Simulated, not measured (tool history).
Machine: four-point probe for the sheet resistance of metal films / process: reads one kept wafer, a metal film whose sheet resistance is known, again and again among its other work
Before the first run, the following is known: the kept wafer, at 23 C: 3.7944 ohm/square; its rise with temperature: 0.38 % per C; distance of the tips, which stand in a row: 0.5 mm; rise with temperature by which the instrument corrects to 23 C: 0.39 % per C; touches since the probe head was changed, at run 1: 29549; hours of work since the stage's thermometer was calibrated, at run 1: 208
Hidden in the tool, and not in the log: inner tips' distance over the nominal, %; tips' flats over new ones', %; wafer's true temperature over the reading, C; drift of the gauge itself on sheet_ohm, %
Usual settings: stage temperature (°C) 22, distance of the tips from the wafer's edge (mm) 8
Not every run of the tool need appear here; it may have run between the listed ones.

run    hour  stage temperature (°C)  distance of the tips from the wafer's edge (mm)  touches since the probe head was changed  hours of work since the stage's thermometer was calibrated  sheet resistance as the instrument gives it (ohm/square)
  1     0.0                      22                                                8                                     29549                                                         208                                                  3.780393
  2    53.8                      22                                                8                                     30670                                                         233                                                  3.779144
  3    94.3                      22                                                5                                     31512                                                         252                                                  3.793451
  4   137.1                      27                                                8                                     32404                                                         272                                                  3.779915
  5   185.0                      27                                                8                                     33402                                                         295                                                  3.778585
  6   222.5                      22                                                8                                     34183                                                         312                                                  3.779063
  7   297.7                      35                                                8                                     35750                                                         347                                                  3.776648
  8   353.8                      22                                                9                                     36917                                                         373                                                  3.778171
  9   424.9                      22                                                9                                     38398                                                         407                                                  3.776947
 10   462.0                      22                                                8                                     39170                                                         424                                                  3.779117
 11   499.8                      22                                                8                                     39957                                                         441                                                  3.778529
 12   547.6                      22                                                8                                     40954                                                         464                                                  3.779300
      554.5  -- stage's thermometer calibrated
 13   588.1                      22                                                8                                     41786                                                          16                                                  3.778483
 14   661.9                      22                                                8                                     43324                                                          50                                                  3.777910
 15   720.5                      22                                                8                                     44543                                                          77                                                  3.778159
 16   787.3                      22                                                8                                     45936                                                         109                                                  3.776647
 17   838.0                      22                                                8                                     46991                                                         132                                                  3.779413
      863.8  -- stage's thermometer calibrated, once more
 18   869.1                      22                                                8                                     47628                                                           2                                                  3.777096
 19   939.9                      22                                                8                                     49104                                                          36                                                  3.775515
 20  1015.3                      20                                                8                                     50674                                                          71                                                  3.775796
 21  1072.0                      33                                               39                                     51854                                                          97                                                  3.765598
 22  1125.8                      31                                               39                                     52975                                                         122                                                  3.766085
 23  1195.6                      20                                                3                                     54428                                                         155                                                  3.824855
 24  1270.2                      33                                                3                                     55982                                                         190                                                  3.821173
 25  1331.4                      33                                                3                                     57257                                                         218                                                  3.819314
 26  1365.3                      27                                               15                                     57964                                                         234                                                  3.767646
 27  1413.7                      33                                                7                                     58970                                                         257                                                  3.775404
 28  1445.9                      22                                               52                                     59642                                                         272                                                  3.766261
 29  1514.8                      24                                               74                                     61077                                                         304                                                  3.765622
 30  1561.7                      19                                               25                                     62052                                                         326                                                  3.768102
 31  1623.4                      19                                               25                                     63339                                                         355                                                  3.768160
 32  1659.7                      21                                               16                                     64093                                                         371                                                  3.767630
 33  1718.8                      22                                                5                                     65325                                                         399                                                  3.785549
 34  1775.1                      22                                               71                                     66498                                                         425                                                  3.765210
 35  1827.1                      29                                                8                                     67581                                                         450                                                  3.772671
 36  1863.1                      29                                                8                                     68332                                                         466                                                  3.771713
 37  1907.8                      22                                               46                                     69261                                                         487                                                  3.764191

Estimate the outcome of run 38 from the log above:
 38  1982.3                      22                                               46                                     70814                                                         522                                                         ?

sheet resistance as the instrument gives it (ohm/square): 3.764009
Had the tool carried no hidden state, the very same run would have given sheet resistance as the instrument gives it (ohm/square) 3.794238.

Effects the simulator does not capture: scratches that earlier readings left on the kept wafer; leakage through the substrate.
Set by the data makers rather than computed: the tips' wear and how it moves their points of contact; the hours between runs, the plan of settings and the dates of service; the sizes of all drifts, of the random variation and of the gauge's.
